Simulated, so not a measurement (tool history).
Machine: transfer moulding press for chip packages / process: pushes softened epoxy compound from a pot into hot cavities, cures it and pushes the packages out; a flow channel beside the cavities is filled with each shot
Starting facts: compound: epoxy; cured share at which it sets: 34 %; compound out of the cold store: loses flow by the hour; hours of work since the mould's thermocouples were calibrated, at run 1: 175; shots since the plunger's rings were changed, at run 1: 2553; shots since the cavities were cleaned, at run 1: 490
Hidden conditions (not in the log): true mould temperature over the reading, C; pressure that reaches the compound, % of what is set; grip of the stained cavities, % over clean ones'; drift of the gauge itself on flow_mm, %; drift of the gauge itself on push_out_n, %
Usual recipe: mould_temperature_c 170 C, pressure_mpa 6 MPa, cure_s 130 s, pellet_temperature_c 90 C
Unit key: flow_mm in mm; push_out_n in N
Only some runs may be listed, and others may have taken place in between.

| run | hour | mould_temperature_c | pressure_mpa | cure_s | pellet_temperature_c | hours of work since the mould's thermocouples were calibrated | shots since the plunger's rings were changed | shots since the cavities were cleaned | incoming compound's hours out of the cold store | flow_mm | push_out_n |
|---|---|---|---|---|---|---|---|---|---|---|---|
| 1 | 0 | 170 | 6 | 130 | 90 | 175 | 2553 | 490 | 24.4 | 648 | 306 |
| 2 | 25.2 | 170 | 6 | 130 | 90 | 186 | 2708 | 645 | 39.3 | 587 | 325 |
|  | 60 | plunger's sealing rings changed |
| 3 | 61.6 | 170 | 6 | 130 | 90 | 200 | 10 | 853 | 41.5 | 600 | 334 |
| 4 | 87.6 | 170 | 6 | 130 | 90 | 211 | 169 | 1012 | 23.8 | 671 | 364 |
|  | 119.7 | cavities cleaned with cleaning compound and waxed |
| 5 | 140.2 | 170 | 6 | 130 | 90 | 232 | 483 | 126 | 9.1 | 747 | 447 |
| 6 | 188.7 | 170 | 6 | 130 | 90 | 253 | 780 | 423 | 39.2 | 606 | 430 |
| 7 | 227.7 | 170 | 6 | 130 | 90 | 269 | 1019 | 662 | 36.6 | 618 | 432 |
| 8 | 250.2 | 166 | 6 | 130 | 90 | 279 | 1157 | 800 | 38.1 | 624 | 506 |
| 9 | 274.8 | 166 | 6 | 130 | 90 | 289 | 1308 | 951 | 42.4 | 607 | 515 |
|  | 316.1 | cavities cleaned with cleaning compound and waxed |
| 10 | 325.3 | 170 | 6 | 130 | 90 | 309 | 1609 | 56 | 32.6 | 625 | 206 |
|  | 350.7 | cavities cleaned with cleaning compound and waxed, once more |
| 11 | 356 | 170 | 6 | 130 | 90 | 322 | 1788 | 32 | 41.5 | 583 | 202 |
|  | 367.2 | mould's thermocouples calibrated |
| 12 | 409.8 | 170 | 6 | 130 | 90 | 18 | 2106 | 350 | 22.9 | 663 | 274 |
| 13 | 459.4 | 174 | 6 | 130 | 90 | 39 | 2410 | 654 | 30 | 610 | 305 |
| 14 | 481.2 | 170 | 5.25 | 152 | 90 | 48 | 2544 | 788 | 18.6 | 627 | 314 |
| 15 | 511.7 | 165 | 6.12 | 130 | 93 | 61 | 2731 | 975 | 17.1 | 716 | 482 |
|  | 540.3 | plunger's sealing rings changed |
|  | 549.7 | cavities cleaned with cleaning compound and waxed |
| 16 | 551.2 | 178 | 6.12 | 133 | 93 | 76 | 58 | 10 | 44.3 | 558 | 175 |
| 17 | 575.6 | 175 | 6.12 | 133 | 85 | 86 | 207 | 159 | 36.1 | 606 | 205 |
| 18 | 624.9 | 175 | 6.12 | 133 | 85 | 107 | 509 | 461 | 26.2 | 630 | 275 |
| 19 | 668.4 | 175 | 6.12 | 133 | 85 | 125 | 776 | 728 | 38.2 | 593 | 311 |
| 20 | 720.2 | 175 | 6.12 | 133 | 85 | 147 | 1094 | 1046 | 44.4 | 567 | 330 |
|  | 746.3 | cavities cleaned with cleaning compound and waxed |
| 21 | 772 | 173 | 6.03 | 168 | 90 | 168 | 1403 | 158 | 18.1 | 662 | 211 |
| 22 | 807.4 | 176 | 5.35 | 130 | 90 | 183 | 1620 | 375 | 30 | 571 | 252 |

For each run, the measured value with the value that run would have given without the tool's hidden condition subtracted. The run-to-run variation is shared by both, the gauge scatter possibly not:
| run | flow_mm | push_out_n |
|---|---|---|
| 1 | -21 | +118 |
| 2 | -20 | +142 |
| 3 | +0 | +159 |
| 4 | -1 | +179 |
| 5 | -4 | +264 |
| 6 | -5 | +246 |
| 7 | -6 | +244 |
| 8 | -8 | +287 |
| 9 | -8 | +288 |
| 10 | -11 | +22 |
| 11 | -11 | +12 |
| 12 | -17 | +91 |
| 13 | -19 | +135 |
| 14 | -20 | +144 |
| 15 | -25 | +233 |
| 16 | -2 | +5 |
| 17 | -3 | +41 |
| 18 | -5 | +106 |
| 19 | -7 | +142 |
| 20 | -9 | +163 |
| 21 | -13 | +47 |
| 22 | -13 | +90 |

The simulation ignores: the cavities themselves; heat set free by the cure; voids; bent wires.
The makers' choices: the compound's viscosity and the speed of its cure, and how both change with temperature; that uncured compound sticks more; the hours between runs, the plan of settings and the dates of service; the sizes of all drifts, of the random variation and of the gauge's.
